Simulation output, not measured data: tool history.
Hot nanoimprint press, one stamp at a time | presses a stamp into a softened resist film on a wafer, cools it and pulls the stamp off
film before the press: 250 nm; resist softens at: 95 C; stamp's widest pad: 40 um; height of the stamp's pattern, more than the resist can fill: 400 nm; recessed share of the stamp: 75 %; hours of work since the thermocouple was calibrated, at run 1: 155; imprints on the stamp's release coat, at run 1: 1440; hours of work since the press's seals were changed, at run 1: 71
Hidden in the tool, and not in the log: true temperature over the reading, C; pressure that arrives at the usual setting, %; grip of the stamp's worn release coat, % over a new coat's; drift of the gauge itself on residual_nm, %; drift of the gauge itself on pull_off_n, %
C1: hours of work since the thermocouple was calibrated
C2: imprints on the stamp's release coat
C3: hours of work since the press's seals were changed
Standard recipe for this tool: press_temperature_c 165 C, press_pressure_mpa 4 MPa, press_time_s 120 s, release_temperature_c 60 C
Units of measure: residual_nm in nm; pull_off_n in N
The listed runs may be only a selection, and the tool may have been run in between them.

run 1 hour=0 | press_temperature_c=165 press_pressure_mpa=4 press_time_s=120 release_temperature_c=60 | C1=155 C2=1440 C3=71 | residual_nm=133.8 pull_off_n=160
run 2 hour=17.5 | press_temperature_c=173 press_pressure_mpa=4 press_time_s=120 release_temperature_c=60 | C1=163 C2=1484 C3=78 | residual_nm=97.6 pull_off_n=162
run 3 hour=32.5 | press_temperature_c=165 press_pressure_mpa=4 press_time_s=190 release_temperature_c=60 | C1=170 C2=1521 C3=85 | residual_nm=114.3 pull_off_n=165
-- hour=55.4 stamp cleaned and given a new release coat
run 4 hour=57.7 | press_temperature_c=165 press_pressure_mpa=4 press_time_s=120 release_temperature_c=66 | C1=178 C2=6 C3=94 | residual_nm=134.5 pull_off_n=118
run 5 hour=73.8 | press_temperature_c=165 press_pressure_mpa=4 press_time_s=120 release_temperature_c=66 | C1=186 C2=46 C3=101 | residual_nm=135.8 pull_off_n=117
run 6 hour=84.5 | press_temperature_c=165 press_pressure_mpa=4 press_time_s=120 release_temperature_c=66 | C1=190 C2=72 C3=106 | residual_nm=136.2 pull_off_n=122
run 7 hour=95 | press_temperature_c=165 press_pressure_mpa=4 press_time_s=120 release_temperature_c=66 | C1=195 C2=98 C3=111 | residual_nm=134.1 pull_off_n=119
run 8 hour=110.4 | press_temperature_c=165 press_pressure_mpa=4 press_time_s=120 release_temperature_c=66 | C1=202 C2=137 C3=117 | residual_nm=136 pull_off_n=120
-- hour=115.1 plate thermocouple calibrated
run 9 hour=131.8 | press_temperature_c=165 press_pressure_mpa=4 press_time_s=131 release_temperature_c=60 | C1=7 C2=182 C3=126 | residual_nm=133.1 pull_off_n=134
run 10 hour=145.4 | press_temperature_c=165 press_pressure_mpa=4 press_time_s=131 release_temperature_c=60 | C1=14 C2=216 C3=132 | residual_nm=132.4 pull_off_n=134
run 11 hour=164.8 | press_temperature_c=165 press_pressure_mpa=4 press_time_s=120 release_temperature_c=60 | C1=22 C2=264 C3=140 | residual_nm=136.9 pull_off_n=130
run 12 hour=181.1 | press_temperature_c=165 press_pressure_mpa=4 press_time_s=120 release_temperature_c=60 | C1=30 C2=304 C3=148 | residual_nm=138.7 pull_off_n=128
run 13 hour=192.2 | press_temperature_c=165 press_pressure_mpa=4 press_time_s=120 release_temperature_c=60 | C1=35 C2=332 C3=153 | residual_nm=136.6 pull_off_n=134
run 14 hour=201.9 | press_temperature_c=165 press_pressure_mpa=4 press_time_s=143 release_temperature_c=60 | C1=39 C2=356 C3=157 | residual_nm=129.5 pull_off_n=133
-- hour=215.7 plate thermocouple calibrated, once more
run 15 hour=216.9 | press_temperature_c=165 press_pressure_mpa=4 press_time_s=120 release_temperature_c=60 | C1=1 C2=386 C3=162 | residual_nm=130 pull_off_n=132
run 16 hour=229 | press_temperature_c=165 press_pressure_mpa=4 press_time_s=120 release_temperature_c=60 | C1=6 C2=416 C3=168 | residual_nm=130.6 pull_off_n=131
run 17 hour=241.2 | press_temperature_c=165 press_pressure_mpa=4 press_time_s=120 release_temperature_c=60 | C1=11 C2=446 C3=173 | residual_nm=131.1 pull_off_n=133
run 18 hour=252 | press_temperature_c=165 press_pressure_mpa=4 press_time_s=120 release_temperature_c=60 | C1=16 C2=473 C3=178 | residual_nm=131.3 pull_off_n=135
run 19 hour=260.2 | press_temperature_c=165 press_pressure_mpa=6.18 press_time_s=142 release_temperature_c=60 | C1=20 C2=493 C3=182 | residual_nm=102.9 pull_off_n=140
run 20 hour=277.8 | press_temperature_c=165 press_pressure_mpa=4 press_time_s=120 release_temperature_c=60 | C1=28 C2=537 C3=190 | residual_nm=130.5 pull_off_n=136
run 21 hour=286.5 | press_temperature_c=171 press_pressure_mpa=4 press_time_s=120 release_temperature_c=62 | C1=32 C2=559 C3=194 | residual_nm=103.7 pull_off_n=134
run 22 hour=300.3 | press_temperature_c=158 press_pressure_mpa=4 press_time_s=208 release_temperature_c=62 | C1=38 C2=593 C3=200 | residual_nm=142.7 pull_off_n=132
run 23 hour=318 | press_temperature_c=165 press_pressure_mpa=4 press_time_s=77 release_temperature_c=49 | C1=46 C2=637 C3=208 | residual_nm=152.9 pull_off_n=151
run 24 hour=326.4 | press_temperature_c=165 press_pressure_mpa=4 press_time_s=77 release_temperature_c=49 | C1=50 C2=658 C3=211 | residual_nm=153.4 pull_off_n=154
run 25 hour=337 | press_temperature_c=160 press_pressure_mpa=4.47 press_time_s=77 release_temperature_c=49 | C1=54 C2=684 C3=216 | residual_nm=173 pull_off_n=155
run 26 hour=355.8 | press_temperature_c=172 press_pressure_mpa=3.5 press_time_s=120 release_temperature_c=45 | C1=63 C2=731 C3=225 | residual_nm=107 pull_off_n=167
run 27 hour=374.3 | press_temperature_c=161 press_pressure_mpa=3.69 press_time_s=174 release_temperature_c=46 | C1=71 C2=777 C3=233 | residual_nm=138.6 pull_off_n=168
run 28 hour=393.3 | press_temperature_c=161 press_pressure_mpa=3.69 press_time_s=174 release_temperature_c=46 | C1=80 C2=824 C3=241 | residual_nm=139.5 pull_off_n=172
run 29 hour=411 | press_temperature_c=165 press_pressure_mpa=2.42 press_time_s=120 release_temperature_c=60 | C1=87 C2=868 C3=249 | residual_nm=157.6 pull_off_n=148
run 30 hour=424.3 | press_temperature_c=165 press_pressure_mpa=2.72 press_time_s=136 release_temperature_c=54 | C1=93 C2=901 C3=255 | residual_nm=145.8 pull_off_n=152

Hidden state or all else? Some run-to-run changes of residual_nm, split into what the settings, what came in and random variation would give without the hidden state, and what is left for the hidden state (with any gauge scatter that isn't in both results):
Run 1 -> 2: press_temperature_c 165 -> 173. residual_nm -36.2 nm: hidden state -0.6, all else -35.6.
Run 8 -> 9: press_time_s 120 -> 131, release_temperature_c 66 -> 60, plate thermocouple calibrated. residual_nm -2.9 nm: hidden state +1.3, all else -4.2.
Run 14 -> 15: press_time_s 143 -> 120, plate thermocouple calibrated, once more. residual_nm +0.5 nm: hidden state -6.4, all else +6.9.
Run 21 -> 22: press_temperature_c 171 -> 158, press_time_s 120 -> 208. residual_nm +39 nm: hidden state +0.2, all else +38.8.
Run 25 -> 26: press_temperature_c 160 -> 172, press_pressure_mpa 4.47 -> 3.5, press_time_s 77 -> 120, release_temperature_c 49 -> 45. residual_nm -66 nm: hidden state +0.1, all else -66.1.
